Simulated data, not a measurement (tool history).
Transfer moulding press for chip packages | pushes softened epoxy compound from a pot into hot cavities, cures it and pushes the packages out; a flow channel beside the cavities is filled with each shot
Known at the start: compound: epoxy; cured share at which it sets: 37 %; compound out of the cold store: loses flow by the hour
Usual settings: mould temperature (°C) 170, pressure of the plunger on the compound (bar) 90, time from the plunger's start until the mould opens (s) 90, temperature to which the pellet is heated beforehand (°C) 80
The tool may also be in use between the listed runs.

run	day	mould temperature (°C)	pressure of the plunger on the compound (bar)	time from the plunger's start until the mould opens (s)	temperature to which the pellet is heated beforehand (°C)	incoming compound's hours out of the cold store	length that the compound runs in the flow channel (mm)	greatest force on the pins that push the packages out (N)
1	0	170	90	90	80	39.4	802	728
# day 0.504: cavities cleaned with cleaning compound and waxed
2	1.325	170	90	90	83	23.1	856	610
3	2.3	170	90	90	83	36.2	795	639
# day 3.588: plunger's sealing rings changed
4	3.962	170	94.1	90	80	28.9	912	756
# day 4.562: mould's thermocouples calibrated
# day 4.804: cavities cleaned with cleaning compound and waxed
5	5.792	170	90	90	80	15	946	631
6	7.504	170	90	90	80	39.8	836	691
# day 9: cavities cleaned with cleaning compound and waxed
7	9.571	170	90	90	73	42.6	814	572
8	10.971	170	90	98	73	15.3	907	612
9	12.246	170	90	98	73	46.7	794	589
# day 12.796: mould's thermocouples calibrated, once more
# day 13.258: cavities cleaned with cleaning compound and waxed
10	14.5	163	90	98	73	22.8	883	840
11	16.621	173	90	98	73	24.3	823	486
# day 17.354: cavities cleaned with cleaning compound and waxed
12	18.85	170	90	90	81	42	777	565
# day 19.392: plunger's sealing rings changed
13	21.217	170	90	90	81	24.9	891	686
# day 21.583: cavities cleaned with cleaning compound and waxed
14	23.517	170	90	90	81	44.8	812	594
# day 25.725: cavities cleaned with cleaning compound and waxed
15	25.725	170	90	90	81	19.9	912	472
16	26.662	170	90	90	81	22.4	874	538
17	27.654	170	90	90	81	24.5	871	613
18	28.862	176	74.4	130	80	16.2	796	412
# day 29.829: cavities cleaned with cleaning compound and waxed
19	30.275	170	108.9	89	80	44.4	856	482
20	31.35	170	108.9	89	80	26.2	928	602
21	32.504	170	108.9	93	80	13.9	989	625
22	33.704	173	108.9	93	80	29.9	893	532
# day 33.971: cavities cleaned with cleaning compound and waxed
# day 34.958: plunger's sealing rings changed
# day 35.554: mould's thermocouples calibrated
23	36.05	173	108.9	93	80	22.5	984	500
24	37.654	170	83.1	90	77	11.6	921	739
# day 38.383: cavities cleaned with cleaning compound and waxed
25	39.079	170	76.6	90	77	28.4	806	553
26	40.471	172	101	115	73	44.3	845	403
# day 42.538: cavities cleaned with cleaning compound and waxed
27	42.538	172	101	115	73	8.3	985	312

5 ways to go on from here, each from the tool as it stands after run 27. What would each give?
A	43.696	174	90	73	80	15.1	?	?
B	43.696	167	90	90	74	40.4	?	?
C	43.696	178	74.4	88	80	40.9	?	?
D	43.696	172	106.6	74	76	19.2	?	?
E	43.696	166	101	115	73	10.8	?	?

run	length that the compound runs in the flow channel (mm)	greatest force on the pins that push the packages out (N)
A	897	782
B	812	730
C	713	393
D	956	871
E	993	494
Without the tool's hidden state the same runs would have given:
run	length that the compound runs in the flow channel (mm)	greatest force on the pins that push the packages out (N)
A	936	612
B	848	571
C	745	312
D	998	680
E	1037	389
